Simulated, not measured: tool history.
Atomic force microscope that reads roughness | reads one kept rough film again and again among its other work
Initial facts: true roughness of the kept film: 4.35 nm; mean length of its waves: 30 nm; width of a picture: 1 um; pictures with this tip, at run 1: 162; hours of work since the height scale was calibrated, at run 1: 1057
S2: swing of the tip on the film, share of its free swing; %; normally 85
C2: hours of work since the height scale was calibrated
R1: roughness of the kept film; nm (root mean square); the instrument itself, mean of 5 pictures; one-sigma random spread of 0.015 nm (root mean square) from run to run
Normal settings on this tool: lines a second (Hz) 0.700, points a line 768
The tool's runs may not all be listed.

{"run": 1, "hour": 0.0, "lines a second (Hz)": 0.7, "S2": 85, "points a line": 768, "pictures with this tip": 162, "C2": 1057, "R1": 3.123}
{"run": 2, "hour": 38.0, "lines a second (Hz)": 0.7, "S2": 85, "points a line": 768, "pictures with this tip": 221, "C2": 1084, "R1": 2.987}
{"run": 3, "hour": 71.1, "lines a second (Hz)": 0.7, "S2": 85, "points a line": 768, "pictures with this tip": 272, "C2": 1108, "R1": 2.865}
{"hour": 97.8, "done": "new tip fitted"}
{"run": 4, "hour": 106.4, "lines a second (Hz)": 0.7, "S2": 85, "points a line": 768, "pictures with this tip": 14, "C2": 1133, "R1": 3.681}
{"hour": 130.5, "done": "height scale calibrated on a step standard"}
{"run": 5, "hour": 144.0, "lines a second (Hz)": 0.7, "S2": 85, "points a line": 768, "pictures with this tip": 71, "C2": 10, "R1": 3.405}
{"run": 6, "hour": 166.7, "lines a second (Hz)": 0.7, "S2": 85, "points a line": 768, "pictures with this tip": 106, "C2": 26, "R1": 3.281}
{"run": 7, "hour": 188.5, "lines a second (Hz)": 2.826, "S2": 72, "points a line": 731, "pictures with this tip": 140, "C2": 41, "R1": 3.034}
{"run": 8, "hour": 217.9, "lines a second (Hz)": 2.35, "S2": 77, "points a line": 377, "pictures with this tip": 185, "C2": 62, "R1": 2.891}

Run 9 has not been measured yet. What should we expect?
{"run": 9, "hour": 240.2, "lines a second (Hz)": 0.7, "S2": 60, "points a line": 479, "pictures with this tip": 220, "C2": 78, "R1": "?"}

{"run 9": {"R1": 3.023}}
Without the tool's hidden state the same run would have given R1 3.764 nm (root mean square).
